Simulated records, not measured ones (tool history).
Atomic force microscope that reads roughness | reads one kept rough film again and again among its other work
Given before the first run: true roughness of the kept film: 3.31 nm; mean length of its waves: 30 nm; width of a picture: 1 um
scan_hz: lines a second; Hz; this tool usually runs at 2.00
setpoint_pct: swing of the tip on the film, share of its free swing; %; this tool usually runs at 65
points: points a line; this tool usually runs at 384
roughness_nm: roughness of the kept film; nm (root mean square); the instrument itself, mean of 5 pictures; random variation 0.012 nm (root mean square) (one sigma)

run	hour	scan_hz	setpoint_pct	points	roughness_nm
1	0.0	2.00	65	384	2.679
2	9.1	2.00	65	384	2.635
3	14.2	2.00	72	384	2.528
4	25.3	2.00	72	384	2.453
5	30.9	2.00	72	384	2.425
6	40.6	2.00	65	384	2.502
# hour 42.3: height scale calibrated on a step standard
7	51.2	2.00	65	384	2.414
8	62.2	2.00	69	383	2.334
9	72.3	2.00	69	383	2.294
10	81.8	1.76	57	413	2.396
# hour 88.8: height scale calibrated on a step standard, once more
11	90.0	0.69	90	726	2.224
12	95.1	0.69	90	726	2.208

For each run, the measured value with the value that run would have given without the tool's hidden condition subtracted. The run-to-run variation is shared by both, the gauge scatter possibly not:
The hidden state here: radius of the tip, nm; height scale over the true one, %; drift of the gauge itself on roughness_nm, %.
run	roughness_nm
1	-0.038
2	-0.095
3	-0.113
4	-0.173
5	-0.198
6	-0.258
7	-0.306
8	-0.348
9	-0.391
10	-0.457
11	-0.445
12	-0.469

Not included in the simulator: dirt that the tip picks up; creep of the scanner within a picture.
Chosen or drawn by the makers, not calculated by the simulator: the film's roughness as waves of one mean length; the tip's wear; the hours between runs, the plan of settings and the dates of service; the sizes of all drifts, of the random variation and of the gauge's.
